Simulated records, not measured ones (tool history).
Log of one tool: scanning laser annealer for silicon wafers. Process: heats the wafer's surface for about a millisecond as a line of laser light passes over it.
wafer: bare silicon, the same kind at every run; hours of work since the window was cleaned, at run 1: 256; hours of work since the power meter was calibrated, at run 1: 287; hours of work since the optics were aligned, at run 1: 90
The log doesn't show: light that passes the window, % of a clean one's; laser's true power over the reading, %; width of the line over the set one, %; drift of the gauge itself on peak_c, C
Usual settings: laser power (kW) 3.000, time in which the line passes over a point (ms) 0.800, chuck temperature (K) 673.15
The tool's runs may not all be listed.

run	hour	laser power (kW)	time in which the line passes over a point (ms)	chuck temperature (K)	hours of work since the window was cleaned	hours of work since the power meter was calibrated	hours of work since the optics were aligned	highest temperature of the surface (K)
1	0.0	3.000	0.800	673.15	256	287	90	1420.15
2	6.2	3.000	0.800	673.15	260	290	94	1418.15
3	13.1	3.000	0.800	654.15	264	294	98	1398.15
4	20.0	3.000	0.617	654.15	268	299	102	1313.15
5	29.9	3.000	0.617	654.15	273	304	107	1313.15
6	35.9	2.634	0.839	694.15	277	308	111	1339.15
7	43.2	2.634	0.839	694.15	281	312	115	1336.15
8	52.2	3.087	0.800	673.15	287	317	120	1442.15
9	63.5	2.720	0.800	676.15	293	324	127	1331.15

The next listed run, before its measurement:
10	71.6	2.720	0.800	676.15	298	329	132	?

{"run 10": {"highest temperature of the surface (K)": 1332.15}}
Without the tool's hidden state the same run would have given highest temperature of the surface (K) 1359.15.
